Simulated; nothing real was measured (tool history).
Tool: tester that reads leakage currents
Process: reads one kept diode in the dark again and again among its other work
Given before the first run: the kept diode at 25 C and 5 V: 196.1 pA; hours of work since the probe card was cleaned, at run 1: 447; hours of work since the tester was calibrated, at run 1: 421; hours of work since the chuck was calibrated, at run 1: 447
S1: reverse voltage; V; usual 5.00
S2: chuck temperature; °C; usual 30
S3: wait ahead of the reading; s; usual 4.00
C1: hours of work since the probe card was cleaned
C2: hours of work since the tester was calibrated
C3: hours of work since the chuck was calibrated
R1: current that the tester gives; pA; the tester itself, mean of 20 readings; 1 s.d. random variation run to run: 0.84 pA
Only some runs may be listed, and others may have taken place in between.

| run | hour | S1 | S2 | S3 | C1 | C2 | C3 | R1 |
|---|---|---|---|---|---|---|---|---|
| 1 | 0.0 | 5.00 | 30 | 4.00 | 447 | 421 | 447 | 267.32 |
| 2 | 31.4 | 5.00 | 30 | 1.17 | 462 | 436 | 462 | 266.27 |
| 3 | 47.3 | 5.00 | 30 | 1.17 | 469 | 443 | 469 | 265.60 |
| 4 | 79.2 | 5.00 | 30 | 1.17 | 484 | 458 | 484 | 268.11 |
| 5 | 94.3 | 5.00 | 30 | 1.17 | 491 | 465 | 491 | 264.80 |
| 6 | 112.5 | 5.00 | 42 | 1.17 | 500 | 474 | 500 | 597.06 |
| 7 | 130.2 | 5.00 | 42 | 1.17 | 508 | 482 | 508 | 595.02 |
| 8 | 158.6 | 5.00 | 42 | 1.17 | 522 | 496 | 522 | 593.16 |
| 9 | 174.1 | 5.00 | 42 | 1.17 | 529 | 503 | 529 | 593.23 |
| 10 | 206.8 | 5.00 | 42 | 1.17 | 545 | 519 | 545 | 591.09 |
| 11 | 225.7 | 5.00 | 42 | 1.17 | 554 | 528 | 554 | 591.14 |
| 12 | 243.2 | 5.00 | 42 | 1.17 | 562 | 536 | 562 | 590.11 |
| 13 | 264.2 | 5.00 | 42 | 1.17 | 572 | 546 | 572 | 594.69 |
| 14 | 287.5 | 2.92 | 42 | 1.17 | 583 | 557 | 583 | 449.34 |
| 15 | 308.9 | 4.43 | 30 | 2.54 | 593 | 567 | 593 | 246.54 |
| 16 | 338.1 | 4.43 | 30 | 2.54 | 607 | 581 | 607 | 245.39 |
| 17 | 368.7 | 1.65 | 50 | 8.16 | 621 | 595 | 621 | 547.81 |
| 18 | 388.6 | 1.65 | 50 | 8.16 | 631 | 605 | 631 | 548.94 |
| 19 | 404.0 | 1.65 | 50 | 8.16 | 638 | 612 | 638 | 549.90 |
| 20 | 418.6 | 1.65 | 50 | 8.16 | 645 | 619 | 645 | 546.14 |
| 21 | 434.7 | 3.36 | 30 | 2.39 | 653 | 627 | 653 | 212.70 |
| 22 | 455.7 | 3.36 | 30 | 2.39 | 663 | 637 | 663 | 213.35 |
| 23 | 479.5 | 3.36 | 30 | 2.39 | 674 | 648 | 674 | 212.35 |
| 24 | 502.8 | 3.36 | 30 | 2.39 | 685 | 659 | 685 | 213.25 |
| 25 | 528.3 | 6.47 | 35 | 0.49 | 697 | 671 | 697 | 420.17 |
| 26 | 553.4 | 1.70 | 45 | 6.75 | 709 | 683 | 709 | 405.96 |

How would selected steps in R1 from run to run divide? Give the signed amount a tool lacking its hidden state would still show from settings, what came in and random variation, and the signed amount left for the hidden state, including any gauge scatter that is not in both of the compared results.
Hidden state present: stray current of the dirty probe card, pA a volt; current scale over the true one, %; true chuck temperature over the reading, C; drift of the gauge itself on leakage_pa, %.
Run 5 -> 6: S2 30 -> 42. R1 +332.26 pA: hidden state -17.49, all else +349.75.
Run 16 -> 17: S1 4.43 -> 1.65, S2 30 -> 50, S3 2.54 -> 8.16. R1 +302.42 pA: hidden state -19.40, all else +321.82.
Run 20 -> 21: S1 1.65 -> 3.36, S2 50 -> 30, S3 8.16 -> 2.39. R1 -333.44 pA: hidden state +21.53, all else -354.97.
